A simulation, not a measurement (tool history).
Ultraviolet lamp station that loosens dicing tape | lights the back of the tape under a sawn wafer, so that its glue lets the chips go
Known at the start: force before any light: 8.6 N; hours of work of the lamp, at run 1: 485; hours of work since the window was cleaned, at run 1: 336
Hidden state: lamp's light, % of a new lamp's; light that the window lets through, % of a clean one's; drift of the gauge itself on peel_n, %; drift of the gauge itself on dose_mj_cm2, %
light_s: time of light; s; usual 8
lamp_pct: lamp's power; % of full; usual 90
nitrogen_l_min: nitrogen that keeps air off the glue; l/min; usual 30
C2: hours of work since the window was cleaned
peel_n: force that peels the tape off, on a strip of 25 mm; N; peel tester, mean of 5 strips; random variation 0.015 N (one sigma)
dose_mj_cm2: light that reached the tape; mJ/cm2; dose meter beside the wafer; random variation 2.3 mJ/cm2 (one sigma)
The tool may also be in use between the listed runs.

{"run": 1, "hour": 0.0, "light_s": 8, "lamp_pct": 90, "nitrogen_l_min": 30, "hours of work of the lamp": 485, "C2": 336, "peel_n": 0.69, "dose_mj_cm2": 237}
{"run": 2, "hour": 18.1, "light_s": 8, "lamp_pct": 90, "nitrogen_l_min": 30, "hours of work of the lamp": 494, "C2": 346, "peel_n": 0.745, "dose_mj_cm2": 233}
{"run": 3, "hour": 41.6, "light_s": 8, "lamp_pct": 90, "nitrogen_l_min": 30, "hours of work of the lamp": 506, "C2": 358, "peel_n": 0.741, "dose_mj_cm2": 234}
{"run": 4, "hour": 56.0, "light_s": 8, "lamp_pct": 90, "nitrogen_l_min": 30, "hours of work of the lamp": 514, "C2": 365, "peel_n": 0.698, "dose_mj_cm2": 232}
{"run": 5, "hour": 72.1, "light_s": 8, "lamp_pct": 90, "nitrogen_l_min": 30, "hours of work of the lamp": 522, "C2": 374, "peel_n": 0.721, "dose_mj_cm2": 231}
{"run": 6, "hour": 95.0, "light_s": 8, "lamp_pct": 90, "nitrogen_l_min": 30, "hours of work of the lamp": 534, "C2": 386, "peel_n": 0.712, "dose_mj_cm2": 233}
{"run": 7, "hour": 120.5, "light_s": 8, "lamp_pct": 90, "nitrogen_l_min": 30, "hours of work of the lamp": 547, "C2": 399, "peel_n": 0.689, "dose_mj_cm2": 237}
{"run": 8, "hour": 139.3, "light_s": 8, "lamp_pct": 90, "nitrogen_l_min": 30, "hours of work of the lamp": 557, "C2": 409, "peel_n": 0.709, "dose_mj_cm2": 234}
{"run": 9, "hour": 154.6, "light_s": 8, "lamp_pct": 85, "nitrogen_l_min": 30, "hours of work of the lamp": 565, "C2": 417, "peel_n": 0.823, "dose_mj_cm2": 224}
{"run": 10, "hour": 173.9, "light_s": 8, "lamp_pct": 90, "nitrogen_l_min": 30, "hours of work of the lamp": 575, "C2": 427, "peel_n": 0.69, "dose_mj_cm2": 240}
{"run": 11, "hour": 191.4, "light_s": 8, "lamp_pct": 90, "nitrogen_l_min": 30, "hours of work of the lamp": 585, "C2": 436, "peel_n": 0.701, "dose_mj_cm2": 232}
{"run": 12, "hour": 212.6, "light_s": 8, "lamp_pct": 90, "nitrogen_l_min": 30, "hours of work of the lamp": 596, "C2": 447, "peel_n": 0.739, "dose_mj_cm2": 238}
{"run": 13, "hour": 226.3, "light_s": 8, "lamp_pct": 90, "nitrogen_l_min": 30, "hours of work of the lamp": 603, "C2": 454, "peel_n": 0.716, "dose_mj_cm2": 237}
{"hour": 233.8, "done": "window cleaned of glue's vapour"}
{"run": 14, "hour": 244.8, "light_s": 9, "lamp_pct": 90, "nitrogen_l_min": 30, "hours of work of the lamp": 612, "C2": 6, "peel_n": 0.561, "dose_mj_cm2": 263}
{"run": 15, "hour": 261.5, "light_s": 9, "lamp_pct": 90, "nitrogen_l_min": 30, "hours of work of the lamp": 621, "C2": 14, "peel_n": 0.559, "dose_mj_cm2": 264}
{"run": 16, "hour": 286.1, "light_s": 8, "lamp_pct": 67, "nitrogen_l_min": 30, "hours of work of the lamp": 634, "C2": 27, "peel_n": 1.333, "dose_mj_cm2": 176}
{"run": 17, "hour": 305.4, "light_s": 8, "lamp_pct": 97, "nitrogen_l_min": 30, "hours of work of the lamp": 644, "C2": 37, "peel_n": 0.629, "dose_mj_cm2": 246}
{"run": 18, "hour": 325.4, "light_s": 14, "lamp_pct": 90, "nitrogen_l_min": 30, "hours of work of the lamp": 654, "C2": 48, "peel_n": 0.223, "dose_mj_cm2": 408}
{"run": 19, "hour": 339.5, "light_s": 14, "lamp_pct": 90, "nitrogen_l_min": 30, "hours of work of the lamp": 662, "C2": 55, "peel_n": 0.231, "dose_mj_cm2": 414}
{"run": 20, "hour": 360.4, "light_s": 14, "lamp_pct": 90, "nitrogen_l_min": 30, "hours of work of the lamp": 673, "C2": 66, "peel_n": 0.231, "dose_mj_cm2": 409}
{"run": 21, "hour": 372.4, "light_s": 8, "lamp_pct": 90, "nitrogen_l_min": 30, "hours of work of the lamp": 679, "C2": 72, "peel_n": 0.738, "dose_mj_cm2": 236}
{"run": 22, "hour": 390.1, "light_s": 8, "lamp_pct": 90, "nitrogen_l_min": 30, "hours of work of the lamp": 688, "C2": 82, "peel_n": 0.744, "dose_mj_cm2": 237}
{"run": 23, "hour": 407.2, "light_s": 5, "lamp_pct": 87, "nitrogen_l_min": 45, "hours of work of the lamp": 697, "C2": 91, "peel_n": 1.519, "dose_mj_cm2": 143}
{"run": 24, "hour": 431.5, "light_s": 5, "lamp_pct": 87, "nitrogen_l_min": 45, "hours of work of the lamp": 710, "C2": 103, "peel_n": 1.444, "dose_mj_cm2": 140}
{"run": 25, "hour": 448.2, "light_s": 8, "lamp_pct": 70, "nitrogen_l_min": 30, "hours of work of the lamp": 719, "C2": 112, "peel_n": 1.203, "dose_mj_cm2": 182}
{"run": 26, "hour": 460.6, "light_s": 8, "lamp_pct": 70, "nitrogen_l_min": 30, "hours of work of the lamp": 725, "C2": 119, "peel_n": 1.202, "dose_mj_cm2": 185}
{"run": 27, "hour": 484.4, "light_s": 5, "lamp_pct": 90, "nitrogen_l_min": 58, "hours of work of the lamp": 737, "C2": 131, "peel_n": 1.222, "dose_mj_cm2": 146}
{"run": 28, "hour": 507.0, "light_s": 4, "lamp_pct": 89, "nitrogen_l_min": 14, "hours of work of the lamp": 749, "C2": 143, "peel_n": 3.294, "dose_mj_cm2": 114}
{"run": 29, "hour": 529.0, "light_s": 6, "lamp_pct": 85, "nitrogen_l_min": 52, "hours of work of the lamp": 761, "C2": 154, "peel_n": 0.979, "dose_mj_cm2": 165}
{"run": 30, "hour": 550.6, "light_s": 6, "lamp_pct": 85, "nitrogen_l_min": 52, "hours of work of the lamp": 772, "C2": 166, "peel_n": 1.0, "dose_mj_cm2": 167}
{"run": 31, "hour": 568.6, "light_s": 6, "lamp_pct": 85, "nitrogen_l_min": 52, "hours of work of the lamp": 782, "C2": 175, "peel_n": 1.039, "dose_mj_cm2": 165}
{"run": 32, "hour": 582.2, "light_s": 6, "lamp_pct": 85, "nitrogen_l_min": 52, "hours of work of the lamp": 789, "C2": 182, "peel_n": 1.008, "dose_mj_cm2": 169}
{"run": 33, "hour": 595.3, "light_s": 6, "lamp_pct": 61, "nitrogen_l_min": 13, "hours of work of the lamp": 795, "C2": 189, "peel_n": 3.322, "dose_mj_cm2": 118}
{"run": 34, "hour": 616.7, "light_s": 6, "lamp_pct": 61, "nitrogen_l_min": 13, "hours of work of the lamp": 807, "C2": 200, "peel_n": 3.38, "dose_mj_cm2": 115}
{"run": 35, "hour": 640.5, "light_s": 6, "lamp_pct": 61, "nitrogen_l_min": 13, "hours of work of the lamp": 819, "C2": 213, "peel_n": 3.185, "dose_mj_cm2": 118}
{"run": 36, "hour": 660.6, "light_s": 6, "lamp_pct": 79, "nitrogen_l_min": 14, "hours of work of the lamp": 830, "C2": 223, "peel_n": 2.466, "dose_mj_cm2": 153}
{"run": 37, "hour": 684.3, "light_s": 6, "lamp_pct": 79, "nitrogen_l_min": 14, "hours of work of the lamp": 842, "C2": 235, "peel_n": 2.443, "dose_mj_cm2": 157}
{"run": 38, "hour": 699.9, "light_s": 6, "lamp_pct": 64, "nitrogen_l_min": 20, "hours of work of the lamp": 850, "C2": 244, "peel_n": 2.515, "dose_mj_cm2": 125}
{"run": 39, "hour": 717.0, "light_s": 8, "lamp_pct": 89, "nitrogen_l_min": 20, "hours of work of the lamp": 859, "C2": 253, "peel_n": 1.016, "dose_mj_cm2": 232}
{"run": 40, "hour": 738.6, "light_s": 14, "lamp_pct": 81, "nitrogen_l_min": 24, "hours of work of the lamp": 870, "C2": 264, "peel_n": 0.326, "dose_mj_cm2": 376}
{"run": 41, "hour": 759.3, "light_s": 14, "lamp_pct": 77, "nitrogen_l_min": 18, "hours of work of the lamp": 881, "C2": 275, "peel_n": 0.477, "dose_mj_cm2": 354}
{"run": 42, "hour": 775.2, "light_s": 5, "lamp_pct": 97, "nitrogen_l_min": 12, "hours of work of the lamp": 890, "C2": 283, "peel_n": 2.532, "dose_mj_cm2": 159}
{"run": 43, "hour": 790.1, "light_s": 5, "lamp_pct": 97, "nitrogen_l_min": 12, "hours of work of the lamp": 897, "C2": 291, "peel_n": 2.561, "dose_mj_cm2": 161}

4 ways to go on from here, each from the tool as it stands after run 43. What would each give?
{"run": "A", "hour": 815.5, "light_s": 5, "lamp_pct": 83, "nitrogen_l_min": 29, "hours of work of the lamp": 911, "C2": 304, "peel_n": "?", "dose_mj_cm2": "?"}
{"run": "B", "hour": 815.5, "light_s": 13, "lamp_pct": 69, "nitrogen_l_min": 26, "hours of work of the lamp": 911, "C2": 304, "peel_n": "?", "dose_mj_cm2": "?"}
{"run": "C", "hour": 815.5, "light_s": 5, "lamp_pct": 97, "nitrogen_l_min": 13, "hours of work of the lamp": 911, "C2": 304, "peel_n": "?", "dose_mj_cm2": "?"}
{"run": "D", "hour": 815.5, "light_s": 12, "lamp_pct": 97, "nitrogen_l_min": 12, "hours of work of the lamp": 911, "C2": 304, "peel_n": "?", "dose_mj_cm2": "?"}

run=A peel_n=2.047 dose_mj_cm2=136
run=B peel_n=0.494 dose_mj_cm2=292
run=C peel_n=2.389 dose_mj_cm2=156
run=D peel_n=0.541 dose_mj_cm2=374
Without the tool's hidden state the same runs would have given:
run=A peel_n=2.037 dose_mj_cm2=136
run=B peel_n=0.491 dose_mj_cm2=293
run=C peel_n=2.379 dose_mj_cm2=156
run=D peel_n=0.537 dose_mj_cm2=376

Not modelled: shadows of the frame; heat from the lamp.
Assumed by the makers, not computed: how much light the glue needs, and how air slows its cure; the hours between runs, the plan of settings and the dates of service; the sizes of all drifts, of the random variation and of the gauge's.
